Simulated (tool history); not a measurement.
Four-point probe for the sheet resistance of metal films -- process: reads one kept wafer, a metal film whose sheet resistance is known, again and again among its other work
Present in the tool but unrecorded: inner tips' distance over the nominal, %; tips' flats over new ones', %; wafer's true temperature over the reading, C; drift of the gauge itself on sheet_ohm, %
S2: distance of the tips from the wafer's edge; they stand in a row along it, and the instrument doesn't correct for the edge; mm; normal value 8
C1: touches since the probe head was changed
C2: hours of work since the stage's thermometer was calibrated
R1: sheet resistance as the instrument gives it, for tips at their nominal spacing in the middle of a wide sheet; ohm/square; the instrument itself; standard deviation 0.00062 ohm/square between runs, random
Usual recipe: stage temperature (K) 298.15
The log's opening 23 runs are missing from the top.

{"run": 24, "hour": 762.8, "stage temperature (K)": 298.15, "S2": 26, "C1": 34946, "C2": 606, "R1": 3.037105}
{"run": 25, "hour": 803.0, "stage temperature (K)": 300.15, "S2": 66, "C1": 36320, "C2": 630, "R1": 3.031256}
{"run": 26, "hour": 843.3, "stage temperature (K)": 294.15, "S2": 8, "C1": 37695, "C2": 654, "R1": 3.078521}
{"run": 27, "hour": 883.9, "stage temperature (K)": 307.15, "S2": 7, "C1": 39080, "C2": 678, "R1": 3.072728}
{"run": 28, "hour": 927.9, "stage temperature (K)": 306.15, "S2": 6, "C1": 40584, "C2": 704, "R1": 3.091487}
{"run": 29, "hour": 948.2, "stage temperature (K)": 307.15, "S2": 8, "C1": 41279, "C2": 716, "R1": 3.060097}
{"run": 30, "hour": 977.7, "stage temperature (K)": 307.15, "S2": 8, "C1": 42285, "C2": 733, "R1": 3.06043}
{"run": 31, "hour": 1017.4, "stage temperature (K)": 307.15, "S2": 8, "C1": 43639, "C2": 757, "R1": 3.060114}

What if the next run were any one of these 5? Each begins from the tool's condition after run 31:
{"run": "A", "hour": 1041.5, "stage temperature (K)": 295.15, "S2": 8, "C1": 44463, "C2": 771, "R1": "?"}
{"run": "B", "hour": 1041.5, "stage temperature (K)": 293.15, "S2": 8, "C1": 44463, "C2": 771, "R1": "?"}
{"run": "C", "hour": 1041.5, "stage temperature (K)": 292.15, "S2": 23, "C1": 44463, "C2": 771, "R1": "?"}
{"run": "D", "hour": 1041.5, "stage temperature (K)": 298.15, "S2": 49, "C1": 44463, "C2": 771, "R1": "?"}
{"run": "E", "hour": 1041.5, "stage temperature (K)": 296.15, "S2": 6, "C1": 44463, "C2": 771, "R1": "?"}

run=A R1=3.073923
run=B R1=3.075374
run=C R1=3.042177
run=D R1=3.030311
run=E R1=3.102939
Without the tool's hidden state the same runs would have given:
run=A R1=3.089626
run=B R1=3.091096
run=C R1=3.057748
run=D R1=3.045787
run=E R1=3.118773
